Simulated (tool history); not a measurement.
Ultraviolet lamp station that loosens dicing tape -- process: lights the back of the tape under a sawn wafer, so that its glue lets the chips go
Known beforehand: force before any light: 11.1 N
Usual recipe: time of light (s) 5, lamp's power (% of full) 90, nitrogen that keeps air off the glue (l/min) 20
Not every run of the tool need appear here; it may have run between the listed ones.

run	hour	time of light (s)	lamp's power (% of full)	nitrogen that keeps air off the glue (l/min)	force that peels the tape off (N)	light that reached the tape (mJ/cm2)
1	0	5	90	20	0.637	404
2	26.7	5	90	20	0.692	399
3	57.7	5	90	20	0.72	395
4	118.8	5	90	24	0.717	379
5	157.1	5	90	24	0.608	402
6	189.4	5	90	20	0.684	394
7	239.3	5	90	20	0.739	378
8	274.1	5	90	20	0.817	373
9	303.4	5	90	20	0.849	375
10	331.6	5	90	20	0.899	360
11	376.3	5	90	7	1.861	356
12	435.5	4	90	20	1.354	295
13	481.7	4	90	20	1.518	282
14	539.8	5	90	20	0.974	347
15	571.5	5	90	20	1.001	338
16	601	5	90	20	1.122	333
17	637.8	5	90	20	1.093	328
18	664	5	90	20	1.141	322
19	701.8	5	90	20	1.231	312
20	748.3	5	91	20	1.04	325
21	786.2	5	90	34	0.227	515
22	824.5	5	73	13	0.869	407
23	851.3	3	90	33	1.009	299
24	880.4	5	74	20	0.664	404
25	937	3	90	20	1.461	288
26	971.7	4	95	20	0.691	405
27	1002.5	3	68	20	2.433	210
28	1028.3	3	91	20	1.308	299
29	1060.2	3	91	20	1.408	299
30	1097.7	3	91	20	1.405	293
31	1136.6	8	97	19	0.116	808
32	1173.1	3	86	31	1.395	268
33	1201.3	6	86	11	0.57	520
34	1232.6	6	86	11	0.586	514
35	1264.5	5	100	20	0.381	485
36	1291.4	2	89	28	2.91	174
37	1336.9	5	93	13	0.644	472
38	1374.7	5	93	26	0.368	463
39	1403.4	5	93	26	0.395	457
40	1462.7	5	93	26	0.424	440
41	1514.8	5	93	9	1.099	432
42	1564	5	79	12	1.287	356

Not shown here: 6 entries made in the log between runs. Locate each between two listed runs and compare the hidden state at the listed run before it with the hidden state at the listed run after it:
From run 4 to run 5: window cleaned of glue's vapour (hour 146.9)
  lamp's light, % of a new lamp's: 76.4 -> 75.5; light that the window lets through, % of a clean one's: 93 -> 99.6
  measured value less the no-hidden-state value, force that peels the tape off (N): +0.443 -> +0.341; light that reached the tape (mJ/cm2): -154 -> -133
From run 11 to run 12: window cleaned of glue's vapour (hour 434.6)
  lamp's light, % of a new lamp's: 70.5 -> 69.1; light that the window lets through, % of a clean one's: 94.3 -> 99.6
  measured value less the no-hidden-state value, force that peels the tape off (N): +1.078 -> +0.792; light that reached the tape (mJ/cm2): -181 -> -134
From run 19 to run 20: window cleaned of glue's vapour (hour 721.8)
  lamp's light, % of a new lamp's: 63 -> 61.9; light that the window lets through, % of a clean one's: 93.4 -> 98.4
  measured value less the no-hidden-state value, force that peels the tape off (N): +0.926 -> +0.765; light that reached the tape (mJ/cm2): -220 -> -210
From run 20 to run 21: lamp changed (hour 772.1)
  lamp's light, % of a new lamp's: 61.9 -> 99.1; light that the window lets through, % of a clean one's: 98.4 -> 97.6
  measured value less the no-hidden-state value, force that peels the tape off (N): +0.765 -> +0.021; light that reached the tape (mJ/cm2): -210 -> -18
From run 27 to run 28: window cleaned of glue's vapour (hour 1014.7)
  lamp's light, % of a new lamp's: 94.1 -> 93.5; light that the window lets through, % of a clean one's: 92.4 -> 99.4
  measured value less the no-hidden-state value, force that peels the tape off (N): +0.479 -> +0.189; light that reached the tape (mJ/cm2): -32 -> -23
From run 36 to run 37: window cleaned of glue's vapour (hour 1302.7)
  lamp's light, % of a new lamp's: 87.6 -> 86.5; light that the window lets through, % of a clean one's: 93.2 -> 98.6
  measured value less the no-hidden-state value, force that peels the tape off (N): +0.747 -> +0.227; light that reached the tape (mJ/cm2): -39 -> -81

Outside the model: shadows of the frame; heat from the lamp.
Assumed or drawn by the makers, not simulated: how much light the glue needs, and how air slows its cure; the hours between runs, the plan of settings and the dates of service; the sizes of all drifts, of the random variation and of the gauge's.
